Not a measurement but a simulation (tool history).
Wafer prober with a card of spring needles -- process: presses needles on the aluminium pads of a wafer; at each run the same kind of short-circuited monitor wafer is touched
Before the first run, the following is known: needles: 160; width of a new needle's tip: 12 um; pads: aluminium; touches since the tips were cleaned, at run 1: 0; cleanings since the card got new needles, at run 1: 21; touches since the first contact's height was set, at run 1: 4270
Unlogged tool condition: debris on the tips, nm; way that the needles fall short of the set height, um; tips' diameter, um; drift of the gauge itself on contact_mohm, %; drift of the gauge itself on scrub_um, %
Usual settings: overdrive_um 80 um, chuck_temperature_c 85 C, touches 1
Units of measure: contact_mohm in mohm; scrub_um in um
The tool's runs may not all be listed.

run,day,overdrive_um,chuck_temperature_c,touches,touches since the tips were cleaned,cleanings since the card got new needles,touches since the first contact's height was set,contact_mohm,scrub_um
1,0,80,85,1,0,21,4270,184,19.07
# day 0.883: tips cleaned on abrasive film
# day 1.921: tips cleaned on abrasive film
2,2.067,80,85,1,1502,23,25778,195,19.04
# day 2.85: tips cleaned on abrasive film
# day 3.717: tips cleaned on abrasive film
3,4.071,80,85,1,3667,25,46634,209,19.02
# day 4.617: tips cleaned on abrasive film
# day 5.554: tips cleaned on abrasive film
4,6.188,80,85,1,6582,27,68666,224,18.98
# day 6.475: tips cleaned on abrasive film
# day 7.433: tips cleaned on abrasive film
5,7.988,80,85,1,5783,29,87412,218,18.97
# day 8.417: tips cleaned on abrasive film
6,9.254,80,33,1,8729,30,100604,219,18.96
# day 9.35: tips cleaned on abrasive film
# day 9.362: height of the first contact set anew
# day 10.258: tips cleaned on abrasive film
7,10.962,80,33,1,7369,32,16705,214,19.04
# day 11.225: tips cleaned on abrasive film
# day 12.246: tips cleaned on abrasive film, once more
8,12.838,80,33,1,6187,34,36217,212,19.04
# day 13.129: tips cleaned on abrasive film
# day 14.096: tips cleaned on abrasive film
9,14.929,80,40,1,8686,36,57970,221,18.99
# day 15.021: tips cleaned on abrasive film
# day 15.954: tips cleaned on abrasive film
10,16.708,71,40,1,7889,38,76475,223,16.86
# day 16.925: tips cleaned on abrasive film
# day 17.862: tips cleaned on abrasive film
11,18.088,71,40,1,2388,40,90835,201,16.84
# day 18.767: tips cleaned on abrasive film
# day 19.154: height of the first contact set anew
# day 19.754: tips cleaned on abrasive film
12,20.004,71,40,1,2603,42,8866,206,16.91
# day 20.725: tips cleaned on abrasive film
13,21.354,71,40,1,6586,43,22923,226,16.89
# day 21.588: tips cleaned on abrasive film
# day 22.475: tips cleaned on abrasive film
# day 23.433: tips cleaned on abrasive film
14,23.433,71,40,2,0,46,44533,176,16.86
# day 24.329: tips cleaned on abrasive film
15,25.092,71,40,2,7949,47,61799,208,16.83
# day 25.271: tips cleaned on abrasive film
# day 26.312: tips cleaned on abrasive film
16,26.908,80,35,2,6230,49,80710,202,18.98
# day 27.304: tips cleaned on abrasive film
# day 28.183: tips cleaned on abrasive film
17,28.446,80,35,2,2716,51,96694,190,18.95
# day 28.975: height of the first contact set anew
# day 29.125: tips cleaned on abrasive film
# day 30.125: tips cleaned on abrasive film
18,30.246,70,88,1,1278,53,13231,205,16.68
# day 31.071: tips cleaned on abrasive film
19,31.638,70,88,1,5907,54,27699,227,16.66
# day 32.038: tips cleaned on abrasive film
20,32.604,67,85,2,5917,55,37759,214,15.93
# day 32.95: tips cleaned on abrasive film
21,33.471,80,41,3,5434,56,46771,188,19
# day 33.85: tips cleaned on abrasive film
22,34.4,80,52,2,5785,57,56480,201,18.99
# day 34.775: tips cleaned on abrasive film
# day 35.738: tips cleaned on abrasive film
23,36.4,80,52,2,6929,59,77274,198,18.97
# day 36.733: tips cleaned on abrasive film
# day 37.642: tips cleaned on abrasive film
24,37.9,80,52,2,2726,61,92882,195,18.94
# day 38.558: tips cleaned on abrasive film
# day 38.871: height of the first contact set anew
25,38.975,93,52,3,4208,62,1085,184,22.17
# day 39.492: tips cleaned on abrasive film
26,39.946,93,52,3,4724,63,11185,185,22.17
# day 40.433: tips cleaned on abrasive film
# day 41.342: tips cleaned on abrasive film
27,41.875,90,85,2,5564,65,31274,200,21.42
# day 42.246: tips cleaned on abrasive film
# day 43.179: tips cleaned on abrasive film
28,43.858,90,27,2,7135,67,51949,195,21.39
# day 44.104: tips cleaned on abrasive film
29,44.725,90,27,2,6514,68,60955,192,21.37

Forecast each of these 3 alternatives for the next run:
# day 45.046: tips cleaned on abrasive film
# day 45.992: tips cleaned on abrasive film
A,46.262,90,27,2,2830,70,76932,?,?
# day 45.046: tips cleaned on abrasive film
# day 45.992: tips cleaned on abrasive film
B,46.262,70,27,2,2830,70,76932,?,?
# day 45.046: tips cleaned on abrasive film
# day 45.992: tips cleaned on abrasive film
C,46.262,86,27,1,2830,70,76932,?,?

run,contact_mohm,scrub_um
A,188,21.35
B,194,16.61
C,195,20.41
Take away the tool's hidden state, keep each run's random variation, and the runs would have read:
run,contact_mohm,scrub_um
A,172,21.45
B,170,16.7
C,167,20.5
